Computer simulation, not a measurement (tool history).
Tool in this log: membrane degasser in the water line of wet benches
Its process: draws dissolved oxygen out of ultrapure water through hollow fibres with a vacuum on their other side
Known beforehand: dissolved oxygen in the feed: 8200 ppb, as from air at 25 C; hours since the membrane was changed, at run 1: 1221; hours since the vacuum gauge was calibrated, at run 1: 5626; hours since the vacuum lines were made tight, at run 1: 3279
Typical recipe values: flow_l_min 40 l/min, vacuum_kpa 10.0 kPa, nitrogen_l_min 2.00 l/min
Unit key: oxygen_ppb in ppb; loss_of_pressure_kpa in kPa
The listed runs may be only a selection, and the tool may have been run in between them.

run   hour  flow_l_min  vacuum_kpa  nitrogen_l_min  hours since the membrane was changed  hours since the vacuum gauge was calibrated  hours since the vacuum lines were made tight  oxygen_ppb  loss_of_pressure_kpa
  1    0.0          40        10.0            2.00                                  1221                                         5626                                          3279       487.4                 60.09
  2   45.6          40        10.0            2.00                                  1266                                         5672                                          3325       497.5                 59.86
  3   79.0          40        10.0            2.00                                  1300                                         5705                                          3358       488.0                 60.21
  4  128.5          40        10.0            2.00                                  1349                                         5755                                          3408       488.0                 60.44
  5  164.0          40        10.0            2.80                                  1385                                         5790                                          3443       418.1                 60.45
  6  188.1          40         7.5            2.00                                  1409                                         5814                                          3467       389.1                 60.33
  7  212.8          40        10.0            2.00                                  1434                                         5839                                          3492       499.7                 60.56
  8  240.8          40        10.0            2.00                                  1462                                         5867                                          3520       487.3                 60.88
  9  261.9          40        10.0            2.00                                  1483                                         5888                                          3541       489.6                 60.56
 10  311.9          40        10.0            2.00                                  1533                                         5938                                          3591       486.4                 60.04
 11  345.7          40        10.0            2.34                                  1566                                         5972                                          3625       464.5                 60.47
 12  395.1          40        10.0            2.00                                  1616                                         6021                                          3674       489.5                 60.43
 13  444.4          40        10.0            2.00                                  1665                                         6071                                          3724       492.3                 59.82
 14  477.2          34        11.5            4.69                                  1698                                         6103                                          3757       258.5                 51.25
 15  522.4          34        11.5            2.09                                  1743                                         6149                                          3802       420.6                 51.06
 16  570.8          50        11.5            2.13                                  1792                                         6197                                          3850       756.9                 75.61
 17  602.6          38        19.7            4.43                                  1823                                         6229                                          3882       488.2                 57.62
 18  634.9          38        19.7            4.43                                  1856                                         6261                                          3914       482.7                 57.53
 19  669.9          28         8.9            2.61                                  1891                                         6296                                          3949       203.2                 42.37
     691.4  -- vacuum gauge calibrated
 20  717.3          28         6.4            4.78                                  1938                                           26                                          3996        97.1                 42.03
 21  738.0          28         6.4            4.78                                  1958                                           47                                          4017        96.4                 42.47
 22  779.1          25        21.1            2.00                                  1999                                           88                                          4058       524.9                 37.76
 23  812.5          29         9.4            0.99                                  2033                                          121                                          4091       430.1                 44.07
 24  834.6          29        10.4            0.99                                  2055                                          143                                          4114       477.6                 44.26
 25  861.8          41        17.5            4.78                                  2082                                          170                                          4141       480.5                 62.32
 26  897.5          27         7.5            4.78                                  2118                                          206                                          4176       105.6                 40.97

Below are 3 alternative next runs, each starting from the tool's condition after run 26. Predict each:
  A  926.9          27         7.5            0.88                                  2147                                          235                                          4206           ?                     ?
  B  926.9          27         7.8            1.72                                  2147                                          235                                          4206           ?                     ?
  C  926.9          27        21.2            4.78                                  2147                                          235                                          4206           ?                     ?

run  oxygen_ppb  loss_of_pressure_kpa
  A       316.5                 41.37
  B       207.1                 41.22
  C       283.4                 41.05
The same runs, with their run-to-run variation unchanged, on a tool lacking any hidden condition would have given:
run  oxygen_ppb  loss_of_pressure_kpa
  A       310.4                 40.32
  B       200.5                 40.17
  C       275.4                 40.01
